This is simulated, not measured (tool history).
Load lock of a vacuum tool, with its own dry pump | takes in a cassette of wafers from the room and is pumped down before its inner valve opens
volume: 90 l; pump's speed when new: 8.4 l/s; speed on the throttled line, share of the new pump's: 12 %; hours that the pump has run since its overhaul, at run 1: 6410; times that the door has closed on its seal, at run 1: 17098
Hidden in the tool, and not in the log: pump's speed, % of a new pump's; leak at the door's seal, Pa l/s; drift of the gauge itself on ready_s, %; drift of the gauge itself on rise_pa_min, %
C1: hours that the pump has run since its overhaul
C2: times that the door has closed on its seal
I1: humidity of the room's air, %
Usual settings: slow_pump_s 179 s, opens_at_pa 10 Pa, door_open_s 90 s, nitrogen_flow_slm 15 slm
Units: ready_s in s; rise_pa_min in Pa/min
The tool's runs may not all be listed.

run 1 hour=0 | slow_pump_s=179 opens_at_pa=10 door_open_s=90 nitrogen_flow_slm=15 | C1=6410 C2=17098 | I1=43.7 | ready_s=261.4 rise_pa_min=0.181
run 2 hour=190.8 | slow_pump_s=179 opens_at_pa=10 door_open_s=90 nitrogen_flow_slm=15 | C1=6601 C2=17733 | I1=49.2 | ready_s=265.9 rise_pa_min=0.19
run 3 hour=385.1 | slow_pump_s=179 opens_at_pa=10 door_open_s=90 nitrogen_flow_slm=15 | C1=6795 C2=18381 | I1=44.4 | ready_s=267.1 rise_pa_min=0.199
run 4 hour=490.1 | slow_pump_s=179 opens_at_pa=10 door_open_s=90 nitrogen_flow_slm=15 | C1=6900 C2=18730 | I1=45.6 | ready_s=266.4 rise_pa_min=0.198
run 5 hour=619.5 | slow_pump_s=203 opens_at_pa=10 door_open_s=90 nitrogen_flow_slm=15 | C1=7030 C2=19161 | I1=45.3 | ready_s=284.4 rise_pa_min=0.214
run 6 hour=732.8 | slow_pump_s=179 opens_at_pa=10 door_open_s=90 nitrogen_flow_slm=15 | C1=7143 C2=19539 | I1=45.3 | ready_s=264.5 rise_pa_min=0.215
run 7 hour=847.4 | slow_pump_s=179 opens_at_pa=10 door_open_s=90 nitrogen_flow_slm=15 | C1=7258 C2=19921 | I1=47.9 | ready_s=264.7 rise_pa_min=0.23
run 8 hour=930.7 | slow_pump_s=179 opens_at_pa=10 door_open_s=90 nitrogen_flow_slm=15 | C1=7341 C2=20198 | I1=46.6 | ready_s=265.6 rise_pa_min=0.226
run 9 hour=1122.7 | slow_pump_s=179 opens_at_pa=10 door_open_s=90 nitrogen_flow_slm=15 | C1=7533 C2=20838 | I1=47.3 | ready_s=266.8 rise_pa_min=0.241
run 10 hour=1303.9 | slow_pump_s=179 opens_at_pa=10 door_open_s=90 nitrogen_flow_slm=15 | C1=7714 C2=21441 | I1=44.8 | ready_s=265.4 rise_pa_min=0.246
run 11 hour=1483 | slow_pump_s=179 opens_at_pa=10 door_open_s=90 nitrogen_flow_slm=15 | C1=7893 C2=22038 | I1=42.7 | ready_s=266.5 rise_pa_min=0.252
run 12 hour=1585.4 | slow_pump_s=179 opens_at_pa=10 door_open_s=90 nitrogen_flow_slm=15 | C1=7995 C2=22379 | I1=41.8 | ready_s=266.3 rise_pa_min=0.263
run 13 hour=1704.7 | slow_pump_s=179 opens_at_pa=14 door_open_s=68 nitrogen_flow_slm=15 | C1=8115 C2=22776 | I1=46.6 | ready_s=263 rise_pa_min=0.273
run 14 hour=1842 | slow_pump_s=182 opens_at_pa=8 door_open_s=117 nitrogen_flow_slm=6 | C1=8252 C2=23234 | I1=45.3 | ready_s=273.9 rise_pa_min=0.292
run 15 hour=1969.7 | slow_pump_s=111 opens_at_pa=8 door_open_s=117 nitrogen_flow_slm=6 | C1=8380 C2=23659 | I1=43.3 | ready_s=211.6 rise_pa_min=0.295
run 16 hour=2149 | slow_pump_s=109 opens_at_pa=7 door_open_s=34 nitrogen_flow_slm=11 | C1=8559 C2=24256 | I1=44.9 | ready_s=209.2 rise_pa_min=0.284
run 17 hour=2266.1 | slow_pump_s=109 opens_at_pa=7 door_open_s=34 nitrogen_flow_slm=11 | C1=8676 C2=24647 | I1=43.3 | ready_s=212.8 rise_pa_min=0.299
run 18 hour=2424.3 | slow_pump_s=109 opens_at_pa=11 door_open_s=141 nitrogen_flow_slm=25 | C1=8834 C2=25174 | I1=45.5 | ready_s=205.4 rise_pa_min=0.309
run 19 hour=2547.1 | slow_pump_s=136 opens_at_pa=10 door_open_s=81 nitrogen_flow_slm=15 | C1=8957 C2=25582 | I1=47.1 | ready_s=230.7 rise_pa_min=0.313

The same runs without the tool's hidden state, with the same run-to-run variation:
run=1 ready_s=254.3 rise_pa_min=0.026
run=2 ready_s=258.4 rise_pa_min=0.026
run=3 ready_s=259.3 rise_pa_min=0.025
run=4 ready_s=258.4 rise_pa_min=0.02
run=5 ready_s=276.9 rise_pa_min=0.026
run=6 ready_s=256.3 rise_pa_min=0.023
run=7 ready_s=256.3 rise_pa_min=0.032
run=8 ready_s=257 rise_pa_min=0.025
run=9 ready_s=257.8 rise_pa_min=0.026
run=10 ready_s=256.2 rise_pa_min=0.024
run=11 ready_s=257.1 rise_pa_min=0.02
run=12 ready_s=256.7 rise_pa_min=0.028
run=13 ready_s=253.9 rise_pa_min=0.03
run=14 ready_s=263.6 rise_pa_min=0.034
run=15 ready_s=200.2 rise_pa_min=0.037
run=16 ready_s=197.2 rise_pa_min=0.016
run=17 ready_s=200.3 rise_pa_min=0.017
run=18 ready_s=193.5 rise_pa_min=0.027
run=19 ready_s=219 rise_pa_min=0.02
